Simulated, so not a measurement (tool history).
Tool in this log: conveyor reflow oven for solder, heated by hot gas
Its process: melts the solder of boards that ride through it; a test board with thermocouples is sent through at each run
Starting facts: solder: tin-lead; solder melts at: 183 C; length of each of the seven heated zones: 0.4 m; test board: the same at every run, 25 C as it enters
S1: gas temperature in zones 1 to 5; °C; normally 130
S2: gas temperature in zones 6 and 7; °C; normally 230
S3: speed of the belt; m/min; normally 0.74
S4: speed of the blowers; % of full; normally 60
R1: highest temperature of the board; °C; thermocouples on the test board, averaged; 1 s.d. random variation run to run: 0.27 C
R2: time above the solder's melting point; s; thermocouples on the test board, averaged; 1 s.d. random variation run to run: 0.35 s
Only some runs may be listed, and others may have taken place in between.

run 1 hour=0 | S1=130 S2=230 S3=0.74 S4=60 | R1=196.7 R2=24.2
run 2 hour=40.6 | S1=130 S2=230 S3=0.74 S4=60 | R1=196.6 R2=23.7
run 3 hour=96.6 | S1=130 S2=230 S3=0.721 S4=60 | R1=197.3 R2=25.4
run 4 hour=130.2 | S1=130 S2=230 S3=0.721 S4=78 | R1=204.1 R2=35.4
run 5 hour=174.1 | S1=130 S2=230 S3=0.721 S4=78 | R1=208.4 R2=39.9
run 6 hour=206.4 | S1=130 S2=230 S3=0.721 S4=78 | R1=208.6 R2=40.5
run 7 hour=257.9 | S1=130 S2=230 S3=0.721 S4=78 | R1=207.9 R2=39.9
run 8 hour=302.9 | S1=130 S2=230 S3=0.638 S4=60 | R1=204.8 R2=41.6
run 9 hour=336.8 | S1=130 S2=230 S3=0.638 S4=60 | R1=206.4 R2=42.8
run 10 hour=378.2 | S1=130 S2=230 S3=0.638 S4=60 | R1=206.2 R2=42.3
run 11 hour=426.5 | S1=130 S2=230 S3=0.74 S4=60 | R1=199.6 R2=28.4
run 12 hour=475.7 | S1=130 S2=230 S3=0.74 S4=60 | R1=199.8 R2=27.9
run 13 hour=525.7 | S1=130 S2=230 S3=0.776 S4=60 | R1=197.2 R2=23.3
run 14 hour=594.9 | S1=130 S2=230 S3=0.74 S4=60 | R1=198.1 R2=27.1
run 15 hour=655.6 | S1=130 S2=230 S3=0.885 S4=60 | R1=189.5 R2=11.4
run 16 hour=691.5 | S1=130 S2=230 S3=0.885 S4=60 | R1=189.4 R2=10.7
run 17 hour=752.5 | S1=143 S2=235 S3=0.592 S4=60 | R1=213.5 R2=59.2
run 18 hour=815.7 | S1=141 S2=240 S3=0.74 S4=60 | R1=207.4 R2=40
run 19 hour=858.4 | S1=141 S2=240 S3=0.74 S4=60 | R1=207.3 R2=40.2
run 20 hour=905.6 | S1=142 S2=240 S3=0.74 S4=60 | R1=211.6 R2=44.5
run 21 hour=972.4 | S1=144 S2=230 S3=0.62 S4=68 | R1=212.8 R2=57.2
run 22 hour=1032.4 | S1=117 S2=230 S3=0.825 S4=68 | R1=195.8 R2=19
run 23 hour=1075.4 | S1=134 S2=237 S3=0.864 S4=60 | R1=199.1 R2=23.9
run 24 hour=1136.9 | S1=134 S2=237 S3=0.864 S4=60 | R1=198.7 R2=23.4
run 25 hour=1200.7 | S1=134 S2=237 S3=0.594 S4=88 | R1=222.3 R2=65.3
run 26 hour=1249 | S1=130 S2=230 S3=0.756 S4=52 | R1=192.4 R2=19.1
run 27 hour=1315.5 | S1=128 S2=218 S3=0.74 S4=52 | R1=184.4 R2=3.2
run 28 hour=1347.2 | S1=128 S2=218 S3=0.74 S4=72 | R1=195.3 R2=22.9
run 29 hour=1377.1 | S1=130 S2=224 S3=0.624 S4=81 | R1=208.6 R2=48.7
run 30 hour=1436.4 | S1=130 S2=224 S3=0.624 S4=50 | R1=197 R2=30.3

The log once held 4 entries between its listed runs, left out of this copy. Where does each go, and what is different about the tool's unlogged condition between the listed run before it and the listed run after it?
Between runs 4 and 5: flux residue cleaned out of gas plates and filters (hour 168.3)
  heat that the gas passes to the board, % of a clean oven's: 85.9 -> 98.8; belt's true speed, % of the reading: 99.4 -> 99.35; true gas temperature in zones 6 and 7 over the reading, C: -2.14 -> -2.22
  difference, measured minus the result without the unlogged condition, R1: -6.5 -> -2 °C; R2: -6.9 -> -1.5 s
Between runs 8 and 9: thermocouples of zones 6 and 7 changed (hour 310.6)
  heat that the gas passes to the board, % of a clean oven's: 96.3 -> 95.7; belt's true speed, % of the reading: 99.14 -> 99.09; true gas temperature in zones 6 and 7 over the reading, C: -2.53 -> -0.61
  difference, measured minus the result without the unlogged condition, R1: -2.7 -> -1.3 °C; R2: -2.7 -> -1.1 s
Between runs 19 and 20: flux residue cleaned out of gas plates and filters (hour 872.7)
  heat that the gas passes to the board, % of a clean oven's: 86.3 -> 98.8; belt's true speed, % of the reading: 98.25 -> 98.18; true gas temperature in zones 6 and 7 over the reading, C: -1.81 -> -1.91
  difference, measured minus the result without the unlogged condition, R1: -5 -> -1.1 °C; R2: -4.3 -> +0 s
Between runs 27 and 28: thermocouples of zones 6 and 7 changed (hour 1347.2)
  heat that the gas passes to the board, % of a clean oven's: 91 -> 90.4; belt's true speed, % of the reading: 97.54 -> 97.49; true gas temperature in zones 6 and 7 over the reading, C: -2.86 -> 0.01
  difference, measured minus the result without the unlogged condition, R1: -3.4 -> -2.1 °C; R2: -6.7 -> -2.8 s
